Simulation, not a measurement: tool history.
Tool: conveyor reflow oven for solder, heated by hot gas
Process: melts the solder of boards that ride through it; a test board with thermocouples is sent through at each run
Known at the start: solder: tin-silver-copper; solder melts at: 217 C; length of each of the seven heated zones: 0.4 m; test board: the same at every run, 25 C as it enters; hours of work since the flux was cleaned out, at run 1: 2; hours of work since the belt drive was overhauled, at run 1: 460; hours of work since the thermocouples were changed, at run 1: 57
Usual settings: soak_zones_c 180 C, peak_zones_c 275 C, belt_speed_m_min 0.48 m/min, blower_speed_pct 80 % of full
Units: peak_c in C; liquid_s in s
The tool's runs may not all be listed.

run   hour  soak_zones_c  peak_zones_c  belt_speed_m_min  blower_speed_pct  hours of work since the flux was cleaned out  hours of work since the belt drive was overhauled  hours of work since the thermocouples were changed  peak_c  liquid_s
  1      0           180           275              0.48                80                                             2                                                460                                                  57  262.67     87.03
  2   25.1           192           275              0.48                80                                            14                                                472                                                  69  264.16     94.23
  3     48           192           275              0.48                80                                            25                                                484                                                  80  264.28     94.31
  4     76           192           275              0.48                80                                            39                                                497                                                  94  264.32     94.29
  5   98.5           180           275              0.48                59                                            50                                                508                                                 105  259.33     84.15
  6  116.7           180           275              0.48                58                                            59                                                517                                                 114  259.11     83.78
  7  140.5           180           275              0.48                58                                            70                                                529                                                 125  259.08     83.88
  8  155.1           180           275              0.48                80                                            78                                                536                                                 132  262.55     87.14
  9  170.5           180           275              0.48                80                                            85                                                543                                                 140  262.56     87.25
 10  187.5           180           275              0.48                74                                            93                                                552                                                 148  261.95     86.56
 11  209.8           180           275              0.48                74                                           104                                                562                                                 159  261.77     86.49
 12  233.1           180           283              0.48                74                                           116                                                574                                                 170  268.99     91.15
 13  257.2           180           283              0.48                74                                           127                                                585                                                 182  269.19     91.18
 14  286.5           180           283              0.48                74                                           141                                                600                                                 196  269.19     91.18
 15  298.5           180           275              0.48                77                                           147                                                606                                                 202  262.21     86.97
 16  322.3           180           275              0.48                80                                           159                                                617                                                 214  262.58     87.18
 17  343.8           192           279             0.461                53                                           169                                                628                                                 224  265.11     98.66
 18  362.3           192           279             0.461                53                                           178                                                637                                                 233  265.09     98.65
 19  387.9           192           286             0.461                79                                           191                                                649                                                 246   275.5    104.41
     394.7  -- belt drive overhauled, speed set with a stopwatch
 20  405.7           187           270              0.48                80                                           198                                                  5                                                 252  259.26     88.74
 21  421.3           187           270              0.48                80                                           205                                                 13                                                 260  259.27     88.86
 22    446           184           275             0.389                80                                           217                                                 25                                                 272  268.33    115.46
 23  475.8           184           275             0.389                80                                           232                                                 40                                                 287  268.52    115.58
 24  502.6           180           289              0.44                78                                           245                                                 53                                                 300  278.01     105.2
 25  523.7           180           289              0.44                78                                           255                                                 63                                                 310  278.09    105.28
 26  543.6           181           287             0.471                71                                           265                                                 73                                                 320  273.26     96.27
     552.5  -- belt drive overhauled, speed set with a stopwatch, once more
 27  567.6           181           287             0.471                71                                           275                                                  7                                                 329  273.02     94.99
 28  594.3           181           285             0.517                71                                           288                                                 20                                                 342     268     83.48
 29  623.8           171           282              0.48                80                                           302                                                 35                                                 357  267.54     85.97
 30    643           186           282             0.398                80                                           311                                                 44                                                 366  274.41    116.29
 31  667.4           176           287             0.472                85                                           323                                                 56                                                 378  274.41     93.37
 32  682.9           173           272             0.439                73                                           331                                                 63                                                 385  260.73     90.05

Measured less the same run without the tool's hidden state. The same run-to-run variation is in both; the gauge's scatter may not be:
The hidden state here: heat that the gas passes to the board, % of a clean oven's; belt's true speed, % of the reading; true gas temperature in zones 6 and 7 over the reading, C; drift of the gauge itself on peak_c, C; drift of the gauge itself on liquid_s, %.
run  peak_c  liquid_s
  1   -0.16     +0.23
  2   -0.14     +0.29
  3   -0.12      +0.3
  4    -0.1     +0.32
  5   -0.08     +0.28
  6   -0.06     +0.29
  7   -0.05      +0.3
  8   -0.08      +0.3
  9   -0.07     +0.31
 10   -0.06     +0.32
 11   -0.05     +0.33
 12   -0.05     +0.39
 13   -0.04      +0.4
 14   -0.03     +0.42
 15   -0.02     +0.36
 16   -0.01     +0.37
 17   +0.12     +0.58
 18   +0.14     +0.59
 19   +0.08     +0.67
 20   +0.14     +0.77
 21   +0.15     +0.78
 22   +0.29     +1.15
 23   +0.32     +1.18
 24   +0.21     +1.09
 25   +0.22     +1.11
 26   +0.19        +1
 27   -0.12     -0.17
 28   -0.25      -0.3
 29   -0.22     -0.35
 30   +0.22     +0.07
 31   -0.16     -0.17
 32   +0.04     -0.32

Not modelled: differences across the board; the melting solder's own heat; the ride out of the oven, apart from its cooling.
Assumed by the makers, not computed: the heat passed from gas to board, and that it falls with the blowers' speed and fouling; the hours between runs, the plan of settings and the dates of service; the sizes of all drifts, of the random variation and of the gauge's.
